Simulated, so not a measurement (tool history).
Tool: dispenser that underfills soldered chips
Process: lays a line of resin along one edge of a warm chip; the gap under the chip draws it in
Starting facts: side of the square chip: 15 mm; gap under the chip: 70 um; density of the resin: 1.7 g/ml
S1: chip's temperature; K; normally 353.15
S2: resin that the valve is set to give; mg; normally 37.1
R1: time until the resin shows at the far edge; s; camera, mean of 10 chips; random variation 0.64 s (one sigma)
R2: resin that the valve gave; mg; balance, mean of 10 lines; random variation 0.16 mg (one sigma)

Run 1, hour 0: usual settings. Result: R1 77.6 s, R2 35.68 mg.
At hour 5.2: new syringe of resin.
Run 2, hour 6.1: usual settings. Result: R1 57.9 s, R2 35.48 mg.
Run 3, hour 17: usual settings but S1 352.15 K. Result: R1 88.8 s, R2 35.43 mg.
At hour 18.5: new syringe of resin.
Run 4, hour 28.7: usual settings but S1 351.15 K. Result: R1 89.1 s, R2 35.36 mg.
At hour 32.3: new syringe of resin.
Run 5, hour 35.8: usual settings. Result: R1 64 s, R2 35.24 mg.
At hour 45.9: new syringe of resin.
Run 6, hour 47.1: usual settings. Result: R1 59.2 s, R2 34.79 mg.
At hour 50.6: dispensing valve cleaned and set on the balance.
Run 7, hour 58.2: usual settings but S2 36.8 mg. Result: R1 84.6 s, R2 36.75 mg.
At hour 60: new syringe of resin.
Run 8, hour 69: usual settings but S1 350.15 K. Result: R1 85.4 s, R2 36.59 mg.
At hour 73.5: new syringe of resin.
Run 9, hour 81: usual settings but S1 363.15 K. Result: R1 52 s, R2 36.59 mg.
At hour 86.6: new syringe of resin.
Run 10, hour 87.5: usual settings but S1 355.15 K. Result: R1 54.1 s, R2 36.49 mg.
Run 11, hour 93.8: usual settings but S1 339.15 K. Result: R1 119.7 s, R2 36.35 mg.
At hour 100.5: new syringe of resin.
Run 12, hour 106.4: usual settings but S1 339.15 K. Result: R1 110.8 s, R2 35.76 mg.
Run 13, hour 112.8: usual settings. Result: R1 88.9 s, R2 35.95 mg.
At hour 114: new syringe of resin.
Run 14, hour 125.2: usual settings but S2 36.6 mg. Result: R1 86.6 s, R2 35.18 mg.
At hour 127.4: new syringe of resin.
Run 15, hour 131.5: usual settings but S2 36.6 mg. Result: R1 64.4 s, R2 35.28 mg.
At hour 140.9: new syringe of resin.
Run 16, hour 145.4: usual settings but S2 36.6 mg. Result: R1 66.3 s, R2 34.68 mg.
At hour 154: new syringe of resin.
Run 17, hour 158.4: usual settings but S2 36.6 mg. Result: R1 66.8 s, R2 34.62 mg.
At hour 167.4: new syringe of resin.
Run 18, hour 168.7: usual settings but S2 36.6 mg. Result: R1 60.4 s, R2 34.43 mg.

Run 19 comes next. What will it give?
At hour 177.2: dispensing valve cleaned and set on the balance.
At hour 181.6: new syringe of resin.
Run 19, hour 181.6: usual settings but S1 350.15 K, S2 43.1 mg. Result: R1 ?, R2 ?.

Run 19 gave R1 60.1 s, R2 43.22 mg.
If the tool had no hidden condition, the same run with the same run-to-run variation would have returned R1 60.7 s, R2 43.3 mg.
